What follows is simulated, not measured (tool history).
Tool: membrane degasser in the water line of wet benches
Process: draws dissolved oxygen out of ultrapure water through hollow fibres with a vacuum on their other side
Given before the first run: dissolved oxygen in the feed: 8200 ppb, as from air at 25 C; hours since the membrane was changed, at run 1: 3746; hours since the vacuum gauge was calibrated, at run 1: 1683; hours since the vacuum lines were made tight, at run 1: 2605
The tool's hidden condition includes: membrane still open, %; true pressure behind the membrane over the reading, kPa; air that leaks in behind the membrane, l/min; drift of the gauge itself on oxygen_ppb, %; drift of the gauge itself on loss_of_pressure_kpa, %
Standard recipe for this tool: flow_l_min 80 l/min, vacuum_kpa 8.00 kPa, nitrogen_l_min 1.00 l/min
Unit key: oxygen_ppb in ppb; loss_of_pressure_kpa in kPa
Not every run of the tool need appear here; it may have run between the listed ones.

run,hour,flow_l_min,vacuum_kpa,nitrogen_l_min,hours since the membrane was changed,hours since the vacuum gauge was calibrated,hours since the vacuum lines were made tight,oxygen_ppb,loss_of_pressure_kpa
1,0.0,80,8.00,1.00,3746,1683,2605,625.8,55.08
2,270.4,80,8.00,0.49,4017,1953,2875,928.5,55.46
3,608.6,80,8.00,1.00,4355,2291,3213,630.1,55.53
4,851.3,80,8.00,1.00,4597,2534,3456,631.3,55.81
5,1112.7,80,8.00,1.00,4859,2796,3718,634.8,55.67
6,1420.3,80,8.00,1.00,5167,3103,4025,634.1,55.44
7,1577.6,80,8.00,1.00,5324,3260,4182,635.4,55.60
# hour 1664.7: vacuum gauge calibrated
8,1768.8,80,8.00,0.56,5515,104,4373,858.5,55.92
9,1979.2,80,8.00,0.56,5725,315,4584,857.2,55.93
10,2347.6,80,8.00,0.56,6093,683,4952,861.9,55.51
11,2646.0,80,8.00,1.00,6392,981,5250,617.6,56.44
12,3010.1,80,8.00,1.00,6756,1345,5614,621.4,56.08
13,3272.7,80,8.00,1.00,7018,1608,5877,622.7,56.36
14,3630.5,80,8.00,1.00,7376,1966,6235,624.4,56.71
15,3998.1,80,12.87,1.00,7744,2333,6602,1175.5,56.46
16,4284.7,80,12.87,1.00,8030,2620,6889,1179.9,56.37
17,4486.8,92,12.87,0.60,8232,2822,7091,1690.5,64.85
18,4715.3,92,7.61,2.05,8461,3051,7320,398.5,65.18
19,4969.4,92,10.27,2.05,8715,3305,7574,612.7,65.26
# hour 4995.2: vacuum gauge calibrated
20,5162.8,80,8.00,2.80,8908,168,7767,288.6,56.48
21,5383.2,54,7.16,2.06,9128,388,7987,219.6,38.24
# hour 5563.2: seals of the vacuum lines changed
22,5715.4,54,16.45,0.98,9459,718,152,1203.8,38.49
23,6028.6,55,19.28,1.89,9772,1031,465,906.9,39.01
24,6254.6,66,19.28,1.89,9998,1257,691,1034.8,46.93
25,6530.6,64,12.28,1.00,10274,1533,967,962.3,45.43
26,6849.8,56,8.00,1.53,10593,1853,1287,350.8,39.91
27,7184.5,56,11.17,0.55,10928,2187,1621,1130.3,39.93
28,7540.5,80,17.82,1.24,11284,2543,1977,1471.1,56.63
29,7742.7,80,8.26,1.24,11486,2746,2180,572.0,57.07
30,7908.1,80,8.26,1.24,11651,2911,2345,571.5,57.07

Here are 4 independent what-if runs from the current tool condition. What would each one return?
A,8067.1,72,8.26,1.24,11810,3070,2504,?,?
B,8067.1,80,15.62,0.99,11810,3070,2504,?,?
C,8067.1,87,8.00,1.00,11810,3070,2504,?,?
D,8067.1,55,7.47,0.72,11810,3070,2504,?,?

run,oxygen_ppb,loss_of_pressure_kpa
A,528.4,51.51
B,1480.4,57.17
C,664.8,61.82
D,541.0,39.16
With no hidden state in the tool, these same runs would have given:
run,oxygen_ppb,loss_of_pressure_kpa
A,516.7,49.29
B,1468.8,54.70
C,648.9,59.15
D,528.5,37.47
